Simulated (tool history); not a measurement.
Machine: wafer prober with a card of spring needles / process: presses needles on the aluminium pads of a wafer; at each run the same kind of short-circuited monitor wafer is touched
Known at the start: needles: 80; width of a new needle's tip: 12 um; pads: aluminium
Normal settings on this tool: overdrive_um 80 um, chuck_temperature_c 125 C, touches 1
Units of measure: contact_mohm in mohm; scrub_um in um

run 1 hour=0.0 | overdrive_um=80 chuck_temperature_c=125 touches=1 | contact_mohm=227 scrub_um=12.60
-- hour=17.8 tips cleaned on abrasive film
run 2 hour=28.5 | overdrive_um=80 chuck_temperature_c=125 touches=1 | contact_mohm=235 scrub_um=12.58
-- hour=35.9 tips cleaned on abrasive film
-- hour=52.8 tips cleaned on abrasive film
-- hour=70.4 tips cleaned on abrasive film
run 3 hour=70.4 | overdrive_um=80 chuck_temperature_c=36 touches=1 | contact_mohm=210 scrub_um=12.55
-- hour=86.9 tips cleaned on abrasive film
-- hour=103.2 tips cleaned on abrasive film
run 4 hour=117.8 | overdrive_um=80 chuck_temperature_c=36 touches=1 | contact_mohm=225 scrub_um=12.42
-- hour=121.7 tips cleaned on abrasive film
-- hour=136.9 tips cleaned on abrasive film
-- hour=154.3 tips cleaned on abrasive film
-- hour=172.2 tips cleaned on abrasive film
run 5 hour=175.3 | overdrive_um=80 chuck_temperature_c=36 touches=1 | contact_mohm=213 scrub_um=12.39
-- hour=189.3 tips cleaned on abrasive film
-- hour=207.4 tips cleaned on abrasive film
run 6 hour=207.6 | overdrive_um=80 chuck_temperature_c=36 touches=1 | contact_mohm=209 scrub_um=12.36
-- hour=224.3 tips cleaned on abrasive film
-- hour=240.7 tips cleaned on abrasive film
run 7 hour=241.7 | overdrive_um=80 chuck_temperature_c=46 touches=1 | contact_mohm=212 scrub_um=12.38
-- hour=256.9 tips cleaned on abrasive film
-- hour=274.0 tips cleaned on abrasive film
run 8 hour=276.7 | overdrive_um=80 chuck_temperature_c=92 touches=2 | contact_mohm=221 scrub_um=12.33
-- hour=291.5 tips cleaned on abrasive film
run 9 hour=304.4 | overdrive_um=80 chuck_temperature_c=92 touches=2 | contact_mohm=227 scrub_um=12.27
-- hour=308.3 tips cleaned on abrasive film
-- hour=326.6 tips cleaned on abrasive film
-- hour=341.9 tips cleaned on abrasive film
run 10 hour=355.1 | overdrive_um=80 chuck_temperature_c=29 touches=2 | contact_mohm=217 scrub_um=12.25
-- hour=359.0 tips cleaned on abrasive film
-- hour=376.5 tips cleaned on abrasive film
-- hour=393.0 tips cleaned on abrasive film
run 11 hour=393.0 | overdrive_um=79 chuck_temperature_c=62 touches=1 | contact_mohm=214 scrub_um=12.03
-- hour=411.3 tips cleaned on abrasive film
run 12 hour=418.7 | overdrive_um=80 chuck_temperature_c=64 touches=2 | contact_mohm=222 scrub_um=12.11

Consider 3 possible next runs. They are alternatives, not a sequence: every one starts from the tool as it was left by run 12. What does each give?
-- hour=422.8 height of the first contact set anew
-- hour=429.6 tips cleaned on abrasive film
-- hour=447.4 tips cleaned on abrasive film
-- hour=465.9 tips cleaned on abrasive film
run A hour=473.0 | overdrive_um=80 chuck_temperature_c=43 touches=1 | contact_mohm=? scrub_um=?
-- hour=422.8 height of the first contact set anew
-- hour=429.6 tips cleaned on abrasive film
-- hour=447.4 tips cleaned on abrasive film
-- hour=465.9 tips cleaned on abrasive film
run B hour=473.0 | overdrive_um=65 chuck_temperature_c=42 touches=1 | contact_mohm=? scrub_um=?
-- hour=422.8 height of the first contact set anew
-- hour=429.6 tips cleaned on abrasive film
-- hour=447.4 tips cleaned on abrasive film
-- hour=465.9 tips cleaned on abrasive film
run C hour=473.0 | overdrive_um=87 chuck_temperature_c=125 touches=1 | contact_mohm=? scrub_um=?

run=A contact_mohm=220 scrub_um=12.55
run=B contact_mohm=231 scrub_um=10.20
run=C contact_mohm=237 scrub_um=13.64
Without the tool's hidden state the same runs would have given:
run=A contact_mohm=207 scrub_um=12.59
run=B contact_mohm=212 scrub_um=10.24
run=C contact_mohm=228 scrub_um=13.68
